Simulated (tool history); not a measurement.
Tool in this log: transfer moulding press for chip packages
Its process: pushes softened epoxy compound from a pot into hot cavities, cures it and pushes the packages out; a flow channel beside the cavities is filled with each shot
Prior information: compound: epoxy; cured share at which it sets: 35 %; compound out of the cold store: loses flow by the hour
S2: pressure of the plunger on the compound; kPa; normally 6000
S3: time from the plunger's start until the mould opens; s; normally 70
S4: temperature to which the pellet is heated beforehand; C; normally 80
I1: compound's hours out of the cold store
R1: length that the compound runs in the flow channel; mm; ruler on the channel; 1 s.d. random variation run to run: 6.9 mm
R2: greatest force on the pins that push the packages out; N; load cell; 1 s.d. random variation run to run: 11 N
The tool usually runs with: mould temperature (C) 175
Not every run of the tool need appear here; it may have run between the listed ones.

{"run": 1, "hour": 0.0, "mould temperature (C)": 175, "S2": 6000, "S3": 70, "S4": 80, "I1": 35.8, "R1": 748, "R2": 551}
{"run": 2, "hour": 21.7, "mould temperature (C)": 178, "S2": 6000, "S3": 70, "S4": 80, "I1": 20, "R1": 782, "R2": 681}
{"hour": 39.3, "done": "plunger's sealing rings changed"}
{"run": 3, "hour": 47.7, "mould temperature (C)": 175, "S2": 6000, "S3": 70, "S4": 80, "I1": 26, "R1": 824, "R2": 918}
{"hour": 65.9, "done": "cavities cleaned with cleaning compound and waxed"}
{"run": 4, "hour": 80.8, "mould temperature (C)": 175, "S2": 6000, "S3": 70, "S4": 80, "I1": 15.3, "R1": 868, "R2": 1290}
{"run": 5, "hour": 115.0, "mould temperature (C)": 175, "S2": 6000, "S3": 70, "S4": 80, "I1": 25.6, "R1": 821, "R2": 1165}
{"hour": 134.4, "done": "cavities cleaned with cleaning compound and waxed"}
{"run": 6, "hour": 138.2, "mould temperature (C)": 175, "S2": 6000, "S3": 70, "S4": 80, "I1": 37.1, "R1": 783, "R2": 530}
{"hour": 153.3, "done": "cavities cleaned with cleaning compound and waxed, once more"}
{"run": 7, "hour": 162.0, "mould temperature (C)": 175, "S2": 6000, "S3": 70, "S4": 80, "I1": 33.8, "R1": 790, "R2": 617}
{"run": 8, "hour": 195.6, "mould temperature (C)": 175, "S2": 6000, "S3": 70, "S4": 80, "I1": 37, "R1": 777, "R2": 848}
{"hour": 225.3, "done": "cavities cleaned with cleaning compound and waxed"}
{"run": 9, "hour": 226.1, "mould temperature (C)": 175, "S2": 6000, "S3": 70, "S4": 80, "I1": 20.2, "R1": 818, "R2": 521}
{"run": 10, "hour": 252.5, "mould temperature (C)": 175, "S2": 6000, "S3": 70, "S4": 80, "I1": 17.5, "R1": 830, "R2": 818}
{"run": 11, "hour": 276.5, "mould temperature (C)": 175, "S2": 6000, "S3": 70, "S4": 80, "I1": 37.3, "R1": 755, "R2": 849}
{"hour": 296.0, "done": "cavities cleaned with cleaning compound and waxed"}
{"run": 12, "hour": 297.0, "mould temperature (C)": 175, "S2": 6000, "S3": 70, "S4": 80, "I1": 22.3, "R1": 793, "R2": 522}
{"run": 13, "hour": 322.6, "mould temperature (C)": 175, "S2": 6000, "S3": 70, "S4": 80, "I1": 8.5, "R1": 852, "R2": 821}
{"run": 14, "hour": 347.0, "mould temperature (C)": 175, "S2": 6000, "S3": 52, "S4": 80, "I1": 36.8, "R1": 751, "R2": 1812}
{"hour": 366.2, "done": "cavities cleaned with cleaning compound and waxed"}
{"run": 15, "hour": 384.8, "mould temperature (C)": 175, "S2": 6000, "S3": 52, "S4": 80, "I1": 39.7, "R1": 740, "R2": 1391}
{"hour": 413.8, "done": "plunger's sealing rings changed"}
{"run": 16, "hour": 415.0, "mould temperature (C)": 175, "S2": 6000, "S3": 52, "S4": 80, "I1": 33.4, "R1": 809, "R2": 1767}
{"hour": 437.8, "done": "cavities cleaned with cleaning compound and waxed"}
{"run": 17, "hour": 444.1, "mould temperature (C)": 167, "S2": 6000, "S3": 69, "S4": 83, "I1": 38.2, "R1": 811, "R2": 1004}
{"run": 18, "hour": 475.6, "mould temperature (C)": 175, "S2": 6000, "S3": 70, "S4": 81, "I1": 29.1, "R1": 814, "R2": 816}
{"run": 19, "hour": 494.8, "mould temperature (C)": 177, "S2": 6000, "S3": 86, "S4": 86, "I1": 43.1, "R1": 758, "R2": 675}
{"hour": 509.6, "done": "cavities cleaned with cleaning compound and waxed"}
{"run": 20, "hour": 529.8, "mould temperature (C)": 168, "S2": 6110, "S3": 86, "S4": 79, "I1": 34.2, "R1": 821, "R2": 690}
{"run": 21, "hour": 568.0, "mould temperature (C)": 168, "S2": 6940, "S3": 90, "S4": 77, "I1": 16.5, "R1": 928, "R2": 913}
{"hour": 578.3, "done": "cavities cleaned with cleaning compound and waxed"}
{"run": 22, "hour": 605.0, "mould temperature (C)": 175, "S2": 6000, "S3": 61, "S4": 80, "I1": 12.9, "R1": 831, "R2": 1094}
{"run": 23, "hour": 641.4, "mould temperature (C)": 175, "S2": 6000, "S3": 97, "S4": 80, "I1": 26.4, "R1": 793, "R2": 678}
{"hour": 649.0, "done": "cavities cleaned with cleaning compound and waxed"}
{"run": 24, "hour": 667.4, "mould temperature (C)": 175, "S2": 6000, "S3": 97, "S4": 80, "I1": 35.7, "R1": 755, "R2": 492}
{"run": 25, "hour": 688.8, "mould temperature (C)": 170, "S2": 6010, "S3": 97, "S4": 80, "I1": 20.4, "R1": 823, "R2": 670}
{"hour": 721.2, "done": "cavities cleaned with cleaning compound and waxed"}
{"run": 26, "hour": 723.3, "mould temperature (C)": 172, "S2": 5070, "S3": 87, "S4": 84, "I1": 43.4, "R1": 674, "R2": 420}
{"run": 27, "hour": 745.1, "mould temperature (C)": 175, "S2": 6580, "S3": 72, "S4": 78, "I1": 27, "R1": 803, "R2": 689}

Below, each run's measurement less what the same run would have read without the hidden state. Both values contain the same run-to-run variation, but the gauge's scatter may not be the same in both:
Hidden conditions of the tool in this case: true mould temperature over the reading, C; pressure that reaches the compound, % of what is set; grip of the stained cavities, % over clean ones'; drift of the gauge itself on flow_mm, %; drift of the gauge itself on push_out_n, %.
run=1 R1=-48 R2=+62
run=2 R1=-54 R2=+228
run=3 R1=-3 R2=+393
run=4 R1=-7 R2=+739
run=5 R1=-12 R2=+647
run=6 R1=-14 R2=+31
run=7 R1=-18 R2=+97
run=8 R1=-23 R2=+342
run=9 R1=-29 R2=-6
run=10 R1=-33 R2=+266
run=11 R1=-34 R2=+359
run=12 R1=-38 R2=+2
run=13 R1=-45 R2=+264
run=14 R1=-43 R2=+765
run=15 R1=-47 R2=+357
run=16 R1=-7 R2=+719
run=17 R1=-12 R2=+98
run=18 R1=-15 R2=+299
run=19 R1=-17 R2=+305
run=20 R1=-24 R2=+178
run=21 R1=-35 R2=+397
run=22 R1=-37 R2=+324
run=23 R1=-41 R2=+314
run=24 R1=-42 R2=+136
run=25 R1=-50 R2=+257
run=26 R1=-45 R2=+11
run=27 R1=-57 R2=+199
